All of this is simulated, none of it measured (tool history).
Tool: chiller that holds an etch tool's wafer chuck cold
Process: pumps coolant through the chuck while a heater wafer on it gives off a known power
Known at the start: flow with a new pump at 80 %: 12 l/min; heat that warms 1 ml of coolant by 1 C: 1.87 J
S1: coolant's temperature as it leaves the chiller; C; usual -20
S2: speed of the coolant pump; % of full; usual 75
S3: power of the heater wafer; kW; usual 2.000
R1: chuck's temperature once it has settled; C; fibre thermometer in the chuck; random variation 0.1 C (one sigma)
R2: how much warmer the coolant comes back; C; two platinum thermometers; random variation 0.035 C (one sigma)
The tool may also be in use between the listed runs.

run 1 hour=0.0 | S1=-20 S2=75 S3=2.000 | R1=-0.4 R2=5.74
run 2 hour=45.5 | S1=-29 S2=75 S3=2.000 | R1=-9.4 R2=5.73
run 3 hour=131.6 | S1=-20 S2=75 S3=2.000 | R1=-0.4 R2=5.74
run 4 hour=189.7 | S1=-20 S2=75 S3=2.000 | R1=-0.4 R2=5.80
run 5 hour=270.9 | S1=-20 S2=75 S3=2.000 | R1=-0.5 R2=5.75
run 6 hour=329.5 | S1=-18 S2=75 S3=2.000 | R1=1.7 R2=5.69
run 7 hour=403.0 | S1=-22 S2=75 S3=2.000 | R1=-2.5 R2=5.78
run 8 hour=458.6 | S1=-22 S2=75 S3=2.000 | R1=-2.4 R2=5.73
run 9 hour=519.6 | S1=-20 S2=75 S3=1.467 | R1=-5.9 R2=4.22
run 10 hour=566.2 | S1=-20 S2=75 S3=1.467 | R1=-5.5 R2=4.22
run 11 hour=615.0 | S1=-20 S2=75 S3=2.000 | R1=-0.4 R2=5.68
run 12 hour=684.1 | S1=-20 S2=75 S3=2.000 | R1=-0.5 R2=5.77
run 13 hour=755.2 | S1=-20 S2=75 S3=2.000 | R1=-0.5 R2=5.73
run 14 hour=807.2 | S1=-20 S2=75 S3=2.000 | R1=-0.6 R2=5.74
run 15 hour=860.7 | S1=-20 S2=75 S3=2.000 | R1=-0.4 R2=5.76
run 16 hour=939.4 | S1=-20 S2=76 S3=2.000 | R1=-0.6 R2=5.68
run 17 hour=1007.2 | S1=-20 S2=76 S3=2.000 | R1=-0.7 R2=5.66
run 18 hour=1064.9 | S1=-20 S2=76 S3=2.000 | R1=-0.5 R2=5.69
run 19 hour=1139.9 | S1=-20 S2=65 S3=1.295 | R1=-6.1 R2=4.33
run 20 hour=1201.7 | S1=-16 S2=71 S3=2.154 | R1=5.9 R2=6.51
run 21 hour=1251.9 | S1=-24 S2=74 S3=2.000 | R1=-4.4 R2=5.80
run 22 hour=1334.5 | S1=-24 S2=74 S3=2.000 | R1=-4.4 R2=5.77
run 23 hour=1395.2 | S1=-23 S2=91 S3=1.367 | R1=-11.3 R2=3.14
run 24 hour=1481.4 | S1=-10 S2=97 S3=2.698 | R1=12.3 R2=5.90
run 25 hour=1561.9 | S1=-25 S2=93 S3=2.806 | R1=-1.2 R2=6.48
run 26 hour=1641.9 | S1=-23 S2=90 S3=2.943 | R1=2.4 R2=6.98
run 27 hour=1679.7 | S1=-23 S2=90 S3=2.943 | R1=2.5 R2=6.94
run 28 hour=1732.5 | S1=-14 S2=66 S3=1.013 | R1=-3.3 R2=3.30
run 29 hour=1801.8 | S1=-14 S2=80 S3=1.642 | R1=1.3 R2=4.40
run 30 hour=1857.6 | S1=-24 S2=85 S3=1.733 | R1=-8.4 R2=4.33
run 31 hour=1918.4 | S1=-24 S2=85 S3=1.733 | R1=-8.3 R2=4.41
run 32 hour=1963.1 | S1=-20 S2=78 S3=1.040 | R1=-10.2 R2=2.81
run 33 hour=2009.5 | S1=-20 S2=67 S3=1.040 | R1=-9.1 R2=3.33

Not shown: 1 entry that the log had between the listed runs. Between which runs, and how does the tool's hidden state differ before and after?
Between runs 12 and 13: coolant changed, channels flushed (hour 754.2)
  heat passed by the chuck's channels, % of clean ones': 99.9 -> 100
